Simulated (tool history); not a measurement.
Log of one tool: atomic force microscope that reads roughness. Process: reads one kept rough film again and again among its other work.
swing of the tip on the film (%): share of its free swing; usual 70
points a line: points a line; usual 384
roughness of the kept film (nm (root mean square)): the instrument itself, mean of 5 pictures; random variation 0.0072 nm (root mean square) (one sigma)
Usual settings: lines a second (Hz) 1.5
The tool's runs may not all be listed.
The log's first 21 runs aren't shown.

| run | hour | lines a second (Hz) | swing of the tip on the film (%) | points a line | pictures with this tip | hours of work since the height scale was calibrated | roughness of the kept film (nm (root mean square)) |
|---|---|---|---|---|---|---|---|
|  | 981.6 | new tip fitted |
| 22 | 1007.1 | 1.5 | 84 | 384 | 41 | 145 | 1.37 |
| 23 | 1051.4 | 1.5 | 84 | 384 | 111 | 168 | 1.299 |
|  | 1069.4 | new tip fitted |
| 24 | 1106.7 | 1.5 | 84 | 384 | 59 | 196 | 1.349 |
| 25 | 1155.5 | 2.26 | 70 | 384 | 137 | 221 | 1.316 |
|  | 1161.6 | new tip fitted |
| 26 | 1204.1 | 1.03 | 70 | 384 | 67 | 246 | 1.42 |
|  | 1255 | new tip fitted |
| 27 | 1255.1 | 0.9 | 60 | 384 | 0 | 272 | 1.525 |
| 28 | 1281.7 | 0.6 | 70 | 482 | 42 | 286 | 1.474 |
| 29 | 1321.7 | 0.6 | 70 | 482 | 106 | 307 | 1.411 |
|  | 1343.9 | new tip fitted |
| 30 | 1378.8 | 2.56 | 70 | 807 | 56 | 336 | 1.382 |
| 31 | 1411.1 | 2.56 | 70 | 807 | 107 | 353 | 1.319 |
|  | 1432.8 | new tip fitted |
| 32 | 1471.2 | 0.72 | 70 | 679 | 61 | 384 | 1.445 |
| 33 | 1514.3 | 0.72 | 77 | 327 | 129 | 406 | 1.357 |
|  | 1525.2 | new tip fitted |
| 34 | 1558.6 | 1.5 | 75 | 384 | 53 | 429 | 1.394 |
| 35 | 1595.4 | 1.15 | 76 | 605 | 111 | 448 | 1.367 |
|  | 1613.6 | new tip fitted |
| 36 | 1641.8 | 1.15 | 79 | 518 | 45 | 471 | 1.43 |
|  | 1702.2 | new tip fitted |
| 37 | 1702.5 | 1.15 | 79 | 518 | 0 | 503 | 1.48 |
| 38 | 1744 | 1.15 | 79 | 518 | 66 | 524 | 1.367 |
| 39 | 1777.7 | 1.15 | 57 | 419 | 120 | 542 | 1.394 |
|  | 1793.7 | new tip fitted |
| 40 | 1817.4 | 1.15 | 57 | 419 | 37 | 562 | 1.47 |

Forecast each of these 3 alternatives for the next run:
| A | 1868.7 | 1.15 | 86 | 419 | 119 | 588 | ? |
| B | 1868.7 | 3.5 | 57 | 787 | 119 | 588 | ? |
| C | 1868.7 | 2.79 | 70 | 937 | 119 | 588 | ? |

| run | roughness of the kept film (nm (root mean square)) |
|---|---|
| A | 1.299 |
| B | 1.35 |
| C | 1.289 |
Without the tool's hidden state the same runs would have given:
| run | roughness of the kept film (nm (root mean square)) |
|---|---|
| A | 1.45 |
| B | 1.505 |
| C | 1.439 |
